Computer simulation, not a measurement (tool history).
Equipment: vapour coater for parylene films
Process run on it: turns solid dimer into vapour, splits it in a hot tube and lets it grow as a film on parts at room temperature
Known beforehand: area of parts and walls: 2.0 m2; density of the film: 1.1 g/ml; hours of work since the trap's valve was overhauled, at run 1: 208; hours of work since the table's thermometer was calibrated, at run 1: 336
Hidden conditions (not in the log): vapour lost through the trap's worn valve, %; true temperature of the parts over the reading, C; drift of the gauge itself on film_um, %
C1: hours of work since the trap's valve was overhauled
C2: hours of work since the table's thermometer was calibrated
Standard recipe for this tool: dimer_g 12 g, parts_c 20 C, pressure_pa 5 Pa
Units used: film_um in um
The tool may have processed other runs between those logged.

run 1 hour=0 | dimer_g=12 parts_c=20 pressure_pa=5 | C1=208 C2=336 | film_um=3.55
run 2 hour=26.5 | dimer_g=12 parts_c=20 pressure_pa=5 | C1=225 C2=354 | film_um=3.55
run 3 hour=52.6 | dimer_g=12 parts_c=20 pressure_pa=5 | C1=242 C2=371 | film_um=3.55
run 4 hour=72.5 | dimer_g=12 parts_c=20 pressure_pa=10.04 | C1=255 C2=384 | film_um=3.25
run 5 hour=99.3 | dimer_g=12 parts_c=20 pressure_pa=10.04 | C1=273 C2=401 | film_um=3.21
run 6 hour=120.3 | dimer_g=12 parts_c=20 pressure_pa=10.04 | C1=287 C2=415 | film_um=3.19
run 7 hour=133.4 | dimer_g=5 parts_c=20 pressure_pa=5 | C1=295 C2=423 | film_um=1.47
run 8 hour=153.1 | dimer_g=5 parts_c=20 pressure_pa=5 | C1=308 C2=436 | film_um=1.48
run 9 hour=178.8 | dimer_g=5 parts_c=20 pressure_pa=5 | C1=325 C2=453 | film_um=1.48
run 10 hour=197.9 | dimer_g=10 parts_c=20 pressure_pa=5 | C1=337 C2=466 | film_um=2.91
run 11 hour=211.6 | dimer_g=10 parts_c=20 pressure_pa=5 | C1=346 C2=475 | film_um=2.9
run 12 hour=235.4 | dimer_g=10 parts_c=20 pressure_pa=5 | C1=362 C2=490 | film_um=2.95
run 13 hour=262.4 | dimer_g=12 parts_c=20 pressure_pa=5 | C1=379 C2=508 | film_um=3.48
run 14 hour=278.2 | dimer_g=12 parts_c=20 pressure_pa=5 | C1=390 C2=518 | film_um=3.49
run 15 hour=300.5 | dimer_g=12 parts_c=20 pressure_pa=5 | C1=404 C2=533 | film_um=3.41
run 16 hour=324.4 | dimer_g=12 parts_c=20 pressure_pa=5 | C1=420 C2=548 | film_um=3.37
run 17 hour=340.9 | dimer_g=12 parts_c=20 pressure_pa=5 | C1=431 C2=559 | film_um=3.41

What does the tool deliver on the next run?
run 18 hour=366 | dimer_g=12 parts_c=20 pressure_pa=5 | C1=447 C2=575 | film_um=?

{"run 18": {"film_um": 3.46}}
Had the tool carried no hidden state, the very same run would have given film_um 3.82 um.
